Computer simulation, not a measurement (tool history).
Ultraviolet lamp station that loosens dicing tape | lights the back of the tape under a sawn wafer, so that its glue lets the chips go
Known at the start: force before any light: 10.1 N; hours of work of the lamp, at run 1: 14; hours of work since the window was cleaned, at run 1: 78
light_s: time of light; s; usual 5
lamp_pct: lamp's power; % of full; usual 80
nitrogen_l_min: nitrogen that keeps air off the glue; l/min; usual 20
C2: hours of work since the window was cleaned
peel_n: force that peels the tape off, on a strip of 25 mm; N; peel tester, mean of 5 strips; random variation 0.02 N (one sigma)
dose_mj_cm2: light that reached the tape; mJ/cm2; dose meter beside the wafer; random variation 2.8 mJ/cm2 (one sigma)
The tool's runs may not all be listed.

Run 1, hour 0: usual settings; hours of work of the lamp 14; C2 78. Result: peel_n 1.034 N, dose_mj_cm2 376 mJ/cm2.
Run 2, hour 24: usual settings but nitrogen_l_min 29 l/min; hours of work of the lamp 26; C2 90. Result: peel_n 0.92 N, dose_mj_cm2 368 mJ/cm2.
Run 3, hour 51: usual settings; hours of work of the lamp 39; C2 103. Result: peel_n 1.123 N, dose_mj_cm2 373 mJ/cm2.
Run 4, hour 86.8: usual settings but lamp_pct 76 % of full; hours of work of the lamp 57; C2 121. Result: peel_n 1.251 N, dose_mj_cm2 343 mJ/cm2.
Run 5, hour 135.5: usual settings but lamp_pct 62 % of full; hours of work of the lamp 82; C2 146. Result: peel_n 1.937 N, dose_mj_cm2 275 mJ/cm2.
Run 6, hour 163.4: usual settings but lamp_pct 62 % of full; hours of work of the lamp 95; C2 160. Result: peel_n 2.013 N, dose_mj_cm2 274 mJ/cm2.
Run 7, hour 199.6: usual settings but lamp_pct 62 % of full; hours of work of the lamp 114; C2 178. Result: peel_n 1.999 N, dose_mj_cm2 269 mJ/cm2.
Run 8, hour 228.9: usual settings but lamp_pct 62 % of full; hours of work of the lamp 128; C2 192. Result: peel_n 2.054 N, dose_mj_cm2 259 mJ/cm2.
At hour 234.1: window cleaned of glue's vapour.
Run 9, hour 252.5: usual settings but lamp_pct 62 % of full; hours of work of the lamp 140; C2 9. Result: peel_n 2.08 N, dose_mj_cm2 257 mJ/cm2.
Run 10, hour 290.6: usual settings but lamp_pct 93 % of full; hours of work of the lamp 159; C2 28. Result: peel_n 1.06 N, dose_mj_cm2 378 mJ/cm2.
Run 11, hour 336.8: usual settings but lamp_pct 93 % of full; hours of work of the lamp 182; C2 51. Result: peel_n 1.053 N, dose_mj_cm2 374 mJ/cm2.
At hour 357.9: window cleaned of glue's vapour, once more.
Run 12, hour 369.9: usual settings but lamp_pct 93 % of full; hours of work of the lamp 198; C2 6. Result: peel_n 0.819 N, dose_mj_cm2 418 mJ/cm2.
Run 13, hour 420.5: usual settings but light_s 3 s, lamp_pct 93 % of full; hours of work of the lamp 224; C2 31. Result: peel_n 2.126 N, dose_mj_cm2 242 mJ/cm2.
Run 14, hour 444.4: usual settings but light_s 7 s, lamp_pct 99 % of full, nitrogen_l_min 14 l/min; hours of work of the lamp 236; C2 43. Result: peel_n 0.431 N, dose_mj_cm2 603 mJ/cm2.
Run 15, hour 493.4: usual settings but light_s 9 s, lamp_pct 74 % of full, nitrogen_l_min 6 l/min; hours of work of the lamp 260; C2 68. Result: peel_n 0.899 N, dose_mj_cm2 575 mJ/cm2.
Run 16, hour 516.1: usual settings but lamp_pct 99 % of full; hours of work of the lamp 272; C2 79. Result: peel_n 0.85 N, dose_mj_cm2 416 mJ/cm2.
Run 17, hour 545.3: usual settings but light_s 3 s, lamp_pct 74 % of full, nitrogen_l_min 34 l/min; hours of work of the lamp 286; C2 94. Result: peel_n 2.794 N, dose_mj_cm2 182 mJ/cm2.
Run 18, hour 590.5: usual settings but light_s 3 s, lamp_pct 74 % of full, nitrogen_l_min 34 l/min; hours of work of the lamp 309; C2 116. Result: peel_n 2.868 N, dose_mj_cm2 181 mJ/cm2.
Run 19, hour 620.9: usual settings but light_s 3 s, lamp_pct 74 % of full, nitrogen_l_min 34 l/min; hours of work of the lamp 324; C2 132. Result: peel_n 2.95 N, dose_mj_cm2 181 mJ/cm2.
Run 20, hour 645.4: usual settings but light_s 3 s, lamp_pct 61 % of full; hours of work of the lamp 336; C2 144. Result: peel_n 4.134 N, dose_mj_cm2 145 mJ/cm2.
Run 21, hour 694.3: usual settings but light_s 3 s, lamp_pct 61 % of full; hours of work of the lamp 361; C2 168. Result: peel_n 4.205 N, dose_mj_cm2 144 mJ/cm2.
Run 22, hour 728.9: usual settings but light_s 3 s, lamp_pct 61 % of full; hours of work of the lamp 378; C2 186. Result: peel_n 4.254 N, dose_mj_cm2 141 mJ/cm2.
Run 23, hour 753.1: usual settings but lamp_pct 61 % of full, nitrogen_l_min 15 l/min; hours of work of the lamp 390; C2 198. Result: peel_n 2.708 N, dose_mj_cm2 231 mJ/cm2.
Run 24, hour 784.7: usual settings but light_s 3 s, lamp_pct 68 % of full, nitrogen_l_min 7 l/min; hours of work of the lamp 406; C2 214. Result: peel_n 5.045 N, dose_mj_cm2 151 mJ/cm2.
Run 25, hour 828: usual settings but light_s 3 s, lamp_pct 68 % of full, nitrogen_l_min 7 l/min; hours of work of the lamp 428; C2 235. Result: peel_n 5.205 N, dose_mj_cm2 146 mJ/cm2.

5 ways to go on from here, each from the tool as it stands after run 25. What would each give?
Run A, hour 867.1: usual settings but light_s 10 s, lamp_pct 69 % of full; hours of work of the lamp 447; C2 255. Result: peel_n ?, dose_mj_cm2 ?.
Run B, hour 867.1: usual settings but light_s 3 s, lamp_pct 86 % of full, nitrogen_l_min 7 l/min; hours of work of the lamp 447; C2 255. Result: peel_n ?, dose_mj_cm2 ?.
Run C, hour 867.1: usual settings but light_s 4 s, lamp_pct 84 % of full, nitrogen_l_min 10 l/min; hours of work of the lamp 447; C2 255. Result: peel_n ?, dose_mj_cm2 ?.
Run D, hour 867.1: usual settings but light_s 9 s, lamp_pct 83 % of full, nitrogen_l_min 10 l/min; hours of work of the lamp 447; C2 255. Result: peel_n ?, dose_mj_cm2 ?.
Run E, hour 867.1: usual settings but lamp_pct 63 % of full, nitrogen_l_min 8 l/min; hours of work of the lamp 447; C2 255. Result: peel_n ?, dose_mj_cm2 ?.

run  peel_n  dose_mj_cm2
  A   0.553          495
  B   4.253          187
  C   2.982          241
  D   0.737          538
  E   3.574          224
Without the tool's hidden state the same runs would have given:
run  peel_n  dose_mj_cm2
  A   0.242          676
  B    3.14          255
  C   1.928          328
  D   0.331          733
  E    2.44          306
